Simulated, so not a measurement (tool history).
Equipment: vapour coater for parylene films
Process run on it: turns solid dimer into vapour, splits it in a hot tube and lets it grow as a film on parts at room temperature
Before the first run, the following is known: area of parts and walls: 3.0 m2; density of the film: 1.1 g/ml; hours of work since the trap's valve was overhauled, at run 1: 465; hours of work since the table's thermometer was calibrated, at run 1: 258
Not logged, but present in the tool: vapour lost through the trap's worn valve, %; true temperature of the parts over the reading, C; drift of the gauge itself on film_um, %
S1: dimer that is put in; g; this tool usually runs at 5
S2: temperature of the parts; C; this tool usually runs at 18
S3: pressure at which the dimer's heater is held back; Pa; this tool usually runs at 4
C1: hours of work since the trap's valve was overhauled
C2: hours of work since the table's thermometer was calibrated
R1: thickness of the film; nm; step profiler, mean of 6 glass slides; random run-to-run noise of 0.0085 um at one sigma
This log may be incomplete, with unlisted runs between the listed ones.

{"run": 1, "hour": 0.0, "S1": 5, "S2": 18, "S3": 4, "C1": 465, "C2": 258, "R1": 1053}
{"run": 2, "hour": 12.6, "S1": 5, "S2": 18, "S3": 4, "C1": 470, "C2": 263, "R1": 1034}
{"run": 3, "hour": 31.5, "S1": 4, "S2": 18, "S3": 4, "C1": 478, "C2": 271, "R1": 822}
{"run": 4, "hour": 43.2, "S1": 3, "S2": 18, "S3": 4, "C1": 483, "C2": 276, "R1": 623}
{"run": 5, "hour": 58.9, "S1": 5, "S2": 18, "S3": 4, "C1": 489, "C2": 282, "R1": 1030}
{"run": 6, "hour": 68.7, "S1": 5, "S2": 11, "S3": 4, "C1": 493, "C2": 287, "R1": 1153}
{"hour": 90.3, "done": "trap's valve overhauled"}
{"run": 7, "hour": 92.6, "S1": 5, "S2": 18, "S3": 2.37, "C1": 1, "C2": 295, "R1": 1354}
{"run": 8, "hour": 111.4, "S1": 5, "S2": 18, "S3": 2.37, "C1": 9, "C2": 303, "R1": 1338}
{"run": 9, "hour": 121.7, "S1": 5, "S2": 18, "S3": 2.37, "C1": 13, "C2": 307, "R1": 1347}
{"run": 10, "hour": 135.1, "S1": 5, "S2": 18, "S3": 2.37, "C1": 19, "C2": 313, "R1": 1338}
{"run": 11, "hour": 151.6, "S1": 5, "S2": 18, "S3": 4, "C1": 26, "C2": 319, "R1": 1213}
{"run": 12, "hour": 167.4, "S1": 5, "S2": 18, "S3": 4, "C1": 32, "C2": 326, "R1": 1193}
{"run": 13, "hour": 185.3, "S1": 5, "S2": 18, "S3": 4, "C1": 40, "C2": 334, "R1": 1206}
{"run": 14, "hour": 194.6, "S1": 5, "S2": 18, "S3": 4, "C1": 44, "C2": 337, "R1": 1207}
{"run": 15, "hour": 216.5, "S1": 5, "S2": 18, "S3": 4.66, "C1": 53, "C2": 347, "R1": 1160}
{"run": 16, "hour": 229.2, "S1": 5, "S2": 18, "S3": 10.08, "C1": 58, "C2": 352, "R1": 1000}
{"run": 17, "hour": 251.3, "S1": 7, "S2": 26, "S3": 10.08, "C1": 67, "C2": 361, "R1": 1230}
{"run": 18, "hour": 272.2, "S1": 7, "S2": 15, "S3": 4.7, "C1": 76, "C2": 370, "R1": 1674}
{"run": 19, "hour": 292.2, "S1": 8, "S2": 11, "S3": 3.14, "C1": 84, "C2": 378, "R1": 2234}
{"run": 20, "hour": 303.4, "S1": 8, "S2": 11, "S3": 3.14, "C1": 89, "C2": 383, "R1": 2223}
{"run": 21, "hour": 316.0, "S1": 6, "S2": 16, "S3": 9.97, "C1": 94, "C2": 388, "R1": 1252}
{"run": 22, "hour": 328.7, "S1": 5, "S2": 18, "S3": 3.57, "C1": 100, "C2": 393, "R1": 1208}
{"run": 23, "hour": 340.0, "S1": 3, "S2": 30, "S3": 3.77, "C1": 104, "C2": 398, "R1": 582}
{"run": 24, "hour": 357.3, "S1": 3, "S2": 30, "S3": 3.77, "C1": 111, "C2": 405, "R1": 575}
{"run": 25, "hour": 378.3, "S1": 4, "S2": 22, "S3": 3.77, "C1": 120, "C2": 414, "R1": 901}
{"run": 26, "hour": 395.1, "S1": 4, "S2": 22, "S3": 3.77, "C1": 127, "C2": 421, "R1": 877}

Hidden condition of the tool, last listed run before each entry between runs versus first listed run after:
From run 6 to run 7: trap's valve overhauled (hour 90.3)
  vapour lost through the trap's worn valve, %: 15.2 -> 0.4
  difference, measured minus the result without the unlogged condition, R1: -210 -> -10 nm
